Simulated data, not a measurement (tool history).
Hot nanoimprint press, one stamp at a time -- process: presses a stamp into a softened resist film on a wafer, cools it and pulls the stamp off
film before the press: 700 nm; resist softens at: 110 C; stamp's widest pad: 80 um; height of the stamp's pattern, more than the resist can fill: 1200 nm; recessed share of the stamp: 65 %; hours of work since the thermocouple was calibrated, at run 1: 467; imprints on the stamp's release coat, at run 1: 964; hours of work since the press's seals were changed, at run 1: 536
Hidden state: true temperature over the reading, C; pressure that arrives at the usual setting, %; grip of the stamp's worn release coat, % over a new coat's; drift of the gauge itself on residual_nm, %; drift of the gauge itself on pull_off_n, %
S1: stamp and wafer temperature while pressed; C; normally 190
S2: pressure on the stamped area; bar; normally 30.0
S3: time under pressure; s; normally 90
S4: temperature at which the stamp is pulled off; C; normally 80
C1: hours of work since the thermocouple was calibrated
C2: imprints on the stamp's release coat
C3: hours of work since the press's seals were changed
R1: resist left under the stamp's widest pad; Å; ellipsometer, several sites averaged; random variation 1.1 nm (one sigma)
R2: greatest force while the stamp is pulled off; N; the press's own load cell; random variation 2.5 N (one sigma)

run,hour,S1,S2,S3,S4,C1,C2,C3,R1,R2
1,0.0,190,30.0,90,80,467,964,536,3346,155
# hour 15.2: stamp cleaned and given a new release coat
2,41.1,190,30.0,90,80,487,104,556,3352,154
# hour 48.8: plate thermocouple calibrated
3,85.3,190,30.0,90,80,21,269,580,3346,156
4,118.3,190,30.0,90,80,40,402,599,3360,154
5,162.9,190,30.0,90,88,65,581,624,3345,127
6,197.2,190,30.0,146,88,85,719,644,2833,125
7,245.3,190,30.0,146,88,112,912,671,2823,126
# hour 272.8: stamp cleaned and given a new release coat
8,295.2,190,30.0,146,88,137,90,696,2817,127
9,320.8,190,30.0,146,88,152,192,711,2831,123
10,357.8,190,30.0,146,88,173,341,732,2811,128
11,397.1,190,30.0,146,88,196,499,755,2798,122
12,433.3,190,30.0,146,88,216,644,775,2806,126
13,473.3,190,30.0,146,88,239,805,798,2817,128
14,511.3,190,30.0,146,88,261,957,820,2808,124
# hour 528.2: stamp cleaned and given a new release coat
15,552.3,190,30.0,146,88,281,97,840,2819,123
16,583.9,190,30.0,146,88,299,224,858,2793,123
17,608.3,195,35.9,56,71,313,322,872,2847,186
18,649.0,200,47.7,56,82,336,485,895,1969,146
19,694.1,200,47.7,56,82,362,666,921,1966,150
# hour 726.7: press's hydraulic seals changed and the load cell set to zero
20,726.7,188,25.6,47,71,376,766,0,4648,193
21,772.5,190,34.5,90,77,402,949,26,3086,162
# hour 790.7: stamp cleaned and given a new release coat
22,808.4,190,24.1,52,71,419,72,43,4350,188
23,836.5,183,24.1,86,71,435,184,59,4857,186
24,871.5,183,24.1,86,71,455,325,79,4800,185
25,918.3,186,33.6,57,83,482,513,106,4262,144
# hour 937.2: plate thermocouple calibrated
26,947.5,190,19.7,90,86,6,618,121,4006,132
27,993.2,201,30.0,90,80,32,802,147,2040,154
28,1028.7,201,30.0,90,80,52,944,167,2048,156
# hour 1051.0: stamp cleaned and given a new release coat
29,1067.4,178,24.6,88,68,71,66,186,5521,191
30,1116.4,178,24.6,88,68,99,263,214,5473,194

Results for each run, recomputed without the tool's hidden state and with each run's random variation untouched:
run,R1
1,3338
2,3347
3,3349
4,3364
5,3352
6,2840
7,2831
8,2827
9,2843
10,2824
11,2812
12,2822
13,2834
14,2828
15,2840
16,2815
17,2871
18,1986
19,1985
20,4699
21,3120
22,4402
23,4918
24,4863
25,4320
26,4070
27,2074
28,2083
29,5621
30,5576
R2: within 2 N of the measured result in every run.
